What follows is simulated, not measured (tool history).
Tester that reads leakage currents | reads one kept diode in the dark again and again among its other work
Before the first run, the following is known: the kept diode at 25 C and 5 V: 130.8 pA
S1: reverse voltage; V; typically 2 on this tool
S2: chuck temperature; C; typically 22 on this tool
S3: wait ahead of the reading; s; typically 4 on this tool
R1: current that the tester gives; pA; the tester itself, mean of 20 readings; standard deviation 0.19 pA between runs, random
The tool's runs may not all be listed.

run	day	S1	S2	S3	R1
1	0	2	22	4	59.85
2	2.55	2	22	4	59.83
3	6.067	2	22	4	59.47
4	10.446	2	22	4	59.3
5	14.583	2	22	4	58.51
6	17.875	2	23	4	63.16
7	22.546	2	23	4	63.24
8	25.808	2	23	4	63
9	28.462	2	22	1.29	58.05
10	32.192	2	22	1.29	57.56
11	35.792	2	22	1.29	57.44
12	40.421	2	22	1.29	56.91
13	44.158	2	22	7.56	56.14
14	46.967	1.27	22	4	43.47
15	49.042	6.95	22	4	114.17
16	51.408	6.95	22	4	113.71
17	56.458	2	31	4	115.03
18	59.533	2	31	4	114.68
# day 60.783: chuck's temperature calibrated
19	63.175	4.93	31	4	209.75
20	65.512	1.74	21	4	52.83
21	68.779	1.41	35	1.78	142.29
22	73.371	14.88	45	5.41	1100.17
23	77.321	8.88	36	2.09	422.82
24	79.7	8.88	36	0.7	426.89
# day 83.625: tester calibrated
25	84.162	9.85	49	6.03	1163.73
26	88.225	8.63	22	4	142.86
27	92.046	9.67	24	0.55	181.8
28	97.075	1.11	52	0.36	423.69
29	102.088	2	50	1.79	509.99
30	104.608	2	42	3.49	281.44
31	107.433	5.13	44	1.78	550.57
32	110.779	5.13	44	1.78	548.79
33	112.9	5.13	44	1.78	545.39

Here are 3 independent what-if runs from the current tool condition. What would each one return?
A	117.075	5.89	56	4	?
B	117.075	1.91	46	1.3	?
C	117.075	5.13	33	1.78	?

run	R1
A	1371.7
B	361.41
C	238.52
With the hidden condition removed and each run's random variation left untouched, the same runs would have given:
run	R1
A	1482
B	391.88
C	253.68

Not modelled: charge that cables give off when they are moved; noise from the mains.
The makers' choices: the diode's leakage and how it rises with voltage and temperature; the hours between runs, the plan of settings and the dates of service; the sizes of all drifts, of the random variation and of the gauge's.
